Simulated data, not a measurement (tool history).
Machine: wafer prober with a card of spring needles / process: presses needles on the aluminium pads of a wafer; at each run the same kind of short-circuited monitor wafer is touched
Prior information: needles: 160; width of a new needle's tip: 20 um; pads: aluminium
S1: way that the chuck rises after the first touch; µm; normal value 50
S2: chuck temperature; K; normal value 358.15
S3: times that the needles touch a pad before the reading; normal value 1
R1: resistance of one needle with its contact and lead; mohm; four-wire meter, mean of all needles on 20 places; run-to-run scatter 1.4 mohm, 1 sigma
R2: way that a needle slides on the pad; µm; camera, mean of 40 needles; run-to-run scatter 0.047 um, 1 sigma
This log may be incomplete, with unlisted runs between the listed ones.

{"run": 1, "hour": 0.0, "S1": 50, "S2": 358.15, "S3": 1, "R1": 151, "R2": 6.21}
{"hour": 3.9, "done": "tips cleaned on abrasive film"}
{"hour": 15.1, "done": "tips cleaned on abrasive film"}
{"run": 2, "hour": 19.2, "S1": 50, "S2": 378.15, "S3": 1, "R1": 144, "R2": 6.14}
{"hour": 25.6, "done": "tips cleaned on abrasive film"}
{"hour": 36.6, "done": "tips cleaned on abrasive film"}
{"run": 3, "hour": 38.4, "S1": 50, "S2": 358.15, "S3": 1, "R1": 133, "R2": 6.09}
{"hour": 40.3, "done": "height of the first contact set anew"}
{"hour": 47.2, "done": "tips cleaned on abrasive film"}
{"hour": 57.6, "done": "tips cleaned on abrasive film"}
{"run": 4, "hour": 66.4, "S1": 50, "S2": 358.15, "S3": 1, "R1": 156, "R2": 6.37}
{"hour": 68.1, "done": "tips cleaned on abrasive film"}
{"hour": 79.3, "done": "tips cleaned on abrasive film"}
{"hour": 90.4, "done": "tips cleaned on abrasive film"}
{"run": 5, "hour": 91.7, "S1": 50, "S2": 358.15, "S3": 1, "R1": 128, "R2": 6.36}
{"hour": 100.3, "done": "tips cleaned on abrasive film"}
{"hour": 110.9, "done": "tips cleaned on abrasive film"}
{"run": 6, "hour": 114.7, "S1": 50, "S2": 358.15, "S3": 1, "R1": 142, "R2": 6.38}
{"hour": 120.9, "done": "tips cleaned on abrasive film"}
{"hour": 131.4, "done": "tips cleaned on abrasive film"}
{"hour": 141.6, "done": "tips cleaned on abrasive film"}
{"run": 7, "hour": 146.8, "S1": 50, "S2": 303.15, "S3": 1, "R1": 141, "R2": 6.32}
{"hour": 151.4, "done": "tips cleaned on abrasive film"}
{"hour": 161.3, "done": "tips cleaned on abrasive film"}
{"hour": 171.8, "done": "tips cleaned on abrasive film"}
{"run": 8, "hour": 175.6, "S1": 50, "S2": 303.15, "S3": 1, "R1": 133, "R2": 6.18}
{"hour": 181.0, "done": "tips cleaned on abrasive film"}
{"hour": 191.9, "done": "tips cleaned on abrasive film"}
{"run": 9, "hour": 194.8, "S1": 50, "S2": 303.15, "S3": 1, "R1": 132, "R2": 6.29}
{"hour": 201.7, "done": "tips cleaned on abrasive film"}
{"hour": 212.5, "done": "tips cleaned on abrasive film"}
{"run": 10, "hour": 216.5, "S1": 61, "S2": 350.15, "S3": 2, "R1": 122, "R2": 7.55}
{"hour": 223.1, "done": "tips cleaned on abrasive film"}
{"hour": 233.0, "done": "tips cleaned on abrasive film"}
{"hour": 243.5, "done": "tips cleaned on abrasive film"}
{"run": 11, "hour": 248.4, "S1": 61, "S2": 350.15, "S3": 2, "R1": 124, "R2": 7.62}
{"hour": 253.1, "done": "tips cleaned on abrasive film"}
{"hour": 262.7, "done": "tips cleaned on abrasive film"}
{"hour": 273.0, "done": "tips cleaned on abrasive film"}
{"run": 12, "hour": 279.8, "S1": 38, "S2": 319.15, "S3": 2, "R1": 153, "R2": 4.68}
{"hour": 283.7, "done": "tips cleaned on abrasive film"}
{"hour": 294.8, "done": "tips cleaned on abrasive film"}
{"hour": 305.6, "done": "tips cleaned on abrasive film"}
{"hour": 315.8, "done": "tips cleaned on abrasive film"}
{"run": 13, "hour": 315.8, "S1": 49, "S2": 358.15, "S3": 1, "R1": 120, "R2": 6.09}
{"hour": 325.9, "done": "tips cleaned on abrasive film"}
{"hour": 336.9, "done": "tips cleaned on abrasive film"}
{"hour": 347.6, "done": "tips cleaned on abrasive film"}
{"run": 14, "hour": 350.2, "S1": 42, "S2": 358.15, "S3": 1, "R1": 152, "R2": 5.15}
{"hour": 358.0, "done": "tips cleaned on abrasive film"}
{"hour": 367.7, "done": "tips cleaned on abrasive film"}
{"hour": 378.5, "done": "tips cleaned on abrasive film"}
{"run": 15, "hour": 380.7, "S1": 32, "S2": 332.15, "S3": 1, "R1": 170, "R2": 3.9}

Alternative continuations, all from the tool just after run 15; predict every row:
{"hour": 388.9, "done": "tips cleaned on abrasive film"}
{"hour": 399.4, "done": "tips cleaned on abrasive film"}
{"hour": 410.5, "done": "tips cleaned on abrasive film"}
{"run": "A", "hour": 410.5, "S1": 31, "S2": 313.15, "S3": 3, "R1": "?", "R2": "?"}
{"hour": 388.9, "done": "tips cleaned on abrasive film"}
{"hour": 399.4, "done": "tips cleaned on abrasive film"}
{"hour": 410.5, "done": "tips cleaned on abrasive film"}
{"run": "B", "hour": 410.5, "S1": 68, "S2": 309.15, "S3": 2, "R1": "?", "R2": "?"}
{"hour": 388.9, "done": "tips cleaned on abrasive film"}
{"hour": 399.4, "done": "tips cleaned on abrasive film"}
{"hour": 410.5, "done": "tips cleaned on abrasive film"}
{"run": "C", "hour": 410.5, "S1": 59, "S2": 321.15, "S3": 1, "R1": "?", "R2": "?"}
{"hour": 388.9, "done": "tips cleaned on abrasive film"}
{"hour": 399.4, "done": "tips cleaned on abrasive film"}
{"hour": 410.5, "done": "tips cleaned on abrasive film"}
{"run": "D", "hour": 410.5, "S1": 67, "S2": 313.15, "S3": 1, "R1": "?", "R2": "?"}

run=A R1=126 R2=3.75
run=B R1=107 R2=8.44
run=C R1=111 R2=7.27
run=D R1=108 R2=8.26
Stripped of hidden state, with their random variation kept, the same runs would have yielded:
run=A R1=120 R2=3.98
run=B R1=105 R2=8.67
run=C R1=107 R2=7.50
run=D R1=106 R2=8.49

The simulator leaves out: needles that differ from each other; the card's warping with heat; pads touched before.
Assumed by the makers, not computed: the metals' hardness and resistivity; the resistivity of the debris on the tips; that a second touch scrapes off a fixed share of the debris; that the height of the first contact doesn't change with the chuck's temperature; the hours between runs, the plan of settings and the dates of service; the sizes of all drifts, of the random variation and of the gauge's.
